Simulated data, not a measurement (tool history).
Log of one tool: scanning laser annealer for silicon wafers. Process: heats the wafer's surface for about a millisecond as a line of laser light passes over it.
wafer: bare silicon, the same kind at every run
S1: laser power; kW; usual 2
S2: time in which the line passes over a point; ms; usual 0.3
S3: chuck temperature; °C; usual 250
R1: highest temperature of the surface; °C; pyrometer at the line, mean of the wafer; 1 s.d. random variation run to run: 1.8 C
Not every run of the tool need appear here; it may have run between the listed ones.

run 1 hour=0 | S1=2 S2=0.3 S3=250 | R1=1030
run 2 hour=32.7 | S1=2 S2=0.3 S3=250 | R1=1031
run 3 hour=54.1 | S1=2 S2=0.3 S3=250 | R1=1032
run 4 hour=79.7 | S1=2 S2=0.3 S3=250 | R1=1028
run 5 hour=96.2 | S1=2 S2=0.3 S3=250 | R1=1023
run 6 hour=118.2 | S1=2 S2=0.3 S3=250 | R1=1024
run 7 hour=133.9 | S1=2 S2=0.324 S3=250 | R1=1051
run 8 hour=159.5 | S1=2 S2=0.291 S3=230 | R1=993
run 9 hour=182.9 | S1=2 S2=0.329 S3=247 | R1=1051
run 10 hour=200.2 | S1=2 S2=0.329 S3=247 | R1=1052
run 11 hour=218.2 | S1=2 S2=0.329 S3=247 | R1=1054

Alternative continuations, all from the tool just after run 11; predict every row:
run A hour=248.6 | S1=2.084 S2=0.329 S3=247 | R1=?
run B hour=248.6 | S1=1.806 S2=0.256 S3=271 | R1=?
run C hour=248.6 | S1=1.889 S2=0.329 S3=247 | R1=?
run D hour=248.6 | S1=1.964 S2=0.313 S3=250 | R1=?

run=A R1=1090
run=B R1=907
run=C R1=997
run=D R1=1017
Stripped of hidden state, with their random variation kept, the same runs would have yielded:
run=A R1=1128
run=B R1=936
run=C R1=1031
run=D R1=1052

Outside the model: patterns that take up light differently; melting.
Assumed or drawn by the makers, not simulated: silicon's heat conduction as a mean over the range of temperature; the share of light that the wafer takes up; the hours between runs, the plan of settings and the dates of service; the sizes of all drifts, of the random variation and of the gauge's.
